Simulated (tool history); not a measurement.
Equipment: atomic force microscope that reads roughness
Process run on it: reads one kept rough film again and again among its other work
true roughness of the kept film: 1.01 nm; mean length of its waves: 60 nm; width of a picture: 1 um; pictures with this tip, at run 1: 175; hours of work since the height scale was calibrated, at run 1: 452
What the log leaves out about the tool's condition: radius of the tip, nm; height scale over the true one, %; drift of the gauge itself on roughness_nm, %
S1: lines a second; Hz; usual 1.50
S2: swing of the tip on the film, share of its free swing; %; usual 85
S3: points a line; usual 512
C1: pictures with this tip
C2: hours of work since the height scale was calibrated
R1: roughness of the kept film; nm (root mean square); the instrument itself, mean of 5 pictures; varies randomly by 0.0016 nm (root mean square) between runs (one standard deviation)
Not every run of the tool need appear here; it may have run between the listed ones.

| run | hour | S1 | S2 | S3 | C1 | C2 | R1 |
|---|---|---|---|---|---|---|---|
| 1 | 0.0 | 1.50 | 85 | 512 | 175 | 452 | 0.816 |
| 2 | 13.1 | 1.50 | 85 | 512 | 191 | 459 | 0.816 |
| 3 | 28.2 | 1.50 | 85 | 512 | 209 | 466 | 0.812 |
| 4 | 39.8 | 1.50 | 85 | 512 | 223 | 471 | 0.813 |
| 5 | 63.3 | 2.70 | 85 | 512 | 250 | 483 | 0.716 |
| 6 | 75.3 | 2.70 | 85 | 512 | 264 | 489 | 0.713 |
|  | 88.7 | new tip fitted |
| 7 | 95.6 | 1.50 | 85 | 512 | 8 | 498 | 0.822 |
| 8 | 107.6 | 2.15 | 85 | 512 | 22 | 504 | 0.766 |
| 9 | 128.2 | 2.15 | 85 | 512 | 46 | 514 | 0.766 |
| 10 | 140.6 | 1.49 | 85 | 512 | 61 | 520 | 0.823 |
| 11 | 157.8 | 1.49 | 85 | 512 | 81 | 528 | 0.820 |
| 12 | 173.3 | 1.50 | 85 | 512 | 100 | 536 | 0.823 |
| 13 | 195.0 | 1.50 | 85 | 512 | 125 | 546 | 0.821 |
| 14 | 212.8 | 1.50 | 85 | 512 | 146 | 555 | 0.816 |
| 15 | 224.5 | 1.50 | 85 | 512 | 160 | 560 | 0.815 |
| 16 | 245.4 | 0.64 | 85 | 512 | 185 | 570 | 0.895 |
| 17 | 260.1 | 0.64 | 85 | 512 | 202 | 577 | 0.895 |
|  | 262.8 | height scale calibrated on a step standard |
| 18 | 279.2 | 0.92 | 85 | 512 | 224 | 8 | 0.858 |
| 19 | 299.2 | 0.92 | 85 | 512 | 247 | 18 | 0.859 |
| 20 | 310.4 | 1.50 | 85 | 606 | 260 | 23 | 0.804 |
|  | 313.4 | height scale calibrated on a step standard, once more |
|  | 327.3 | new tip fitted |
| 21 | 335.4 | 1.50 | 85 | 606 | 9 | 10 | 0.831 |
| 22 | 351.3 | 1.50 | 85 | 606 | 28 | 18 | 0.833 |
| 23 | 364.6 | 1.72 | 70 | 360 | 44 | 24 | 0.899 |
| 24 | 380.9 | 0.77 | 70 | 726 | 63 | 32 | 0.949 |
| 25 | 392.7 | 0.77 | 78 | 726 | 77 | 38 | 0.926 |
| 26 | 412.3 | 1.23 | 55 | 726 | 100 | 47 | 0.965 |
| 27 | 433.2 | 1.25 | 85 | 862 | 125 | 57 | 0.845 |
| 28 | 447.8 | 0.68 | 58 | 512 | 142 | 64 | 0.967 |
| 29 | 459.8 | 0.68 | 58 | 512 | 156 | 70 | 0.968 |
| 30 | 481.1 | 2.97 | 88 | 299 | 181 | 80 | 0.677 |
| 31 | 492.1 | 0.93 | 56 | 376 | 194 | 86 | 0.960 |
| 32 | 504.3 | 0.93 | 56 | 376 | 209 | 92 | 0.957 |
| 33 | 522.1 | 3.96 | 86 | 741 | 230 | 100 | 0.630 |
| 34 | 533.7 | 1.50 | 85 | 619 | 243 | 106 | 0.818 |
| 35 | 554.9 | 3.27 | 79 | 499 | 269 | 116 | 0.737 |
|  | 564.0 | new tip fitted |
| 36 | 577.7 | 3.27 | 79 | 499 | 16 | 127 | 0.749 |
| 37 | 600.2 | 1.94 | 74 | 265 | 42 | 138 | 0.862 |
| 38 | 621.4 | 1.94 | 74 | 265 | 67 | 148 | 0.859 |
| 39 | 640.0 | 1.50 | 67 | 899 | 89 | 157 | 0.916 |
| 40 | 658.2 | 0.64 | 58 | 282 | 111 | 166 | 0.966 |
| 41 | 682.2 | 0.64 | 58 | 282 | 139 | 177 | 0.965 |
| 42 | 705.6 | 0.67 | 58 | 533 | 167 | 188 | 0.966 |
| 43 | 718.9 | 0.67 | 58 | 322 | 183 | 195 | 0.960 |
| 44 | 729.5 | 2.79 | 81 | 478 | 195 | 200 | 0.750 |

Hidden state or all else? Some run-to-run changes of R1, split into what the settings, what came in and random variation would give without the hidden state, and what is left for the hidden state (with any gauge scatter that isn't in both results):
Run 6 -> 7: S1 2.70 -> 1.50, new tip fitted. R1 +0.109 nm (root mean square): hidden state +0.013, all else +0.096.
Run 20 -> 21: height scale calibrated on a step standard, once more, new tip fitted. R1 +0.027 nm (root mean square): hidden state +0.030, all else -0.003.
Run 29 -> 30: S1 0.68 -> 2.97, S2 58 -> 88, S3 512 -> 299. R1 -0.291 nm (root mean square): hidden state +0.003, all else -0.294.
Run 30 -> 31: S1 2.97 -> 0.93, S2 88 -> 56, S3 299 -> 376. R1 +0.283 nm (root mean square): hidden state -0.007, all else +0.290.
Run 32 -> 33: S1 0.93 -> 3.96, S2 56 -> 86, S3 376 -> 741. R1 -0.327 nm (root mean square): hidden state +0.005, all else -0.332.
Run 35 -> 36: new tip fitted. R1 +0.012 nm (root mean square): hidden state +0.015, all else -0.003.
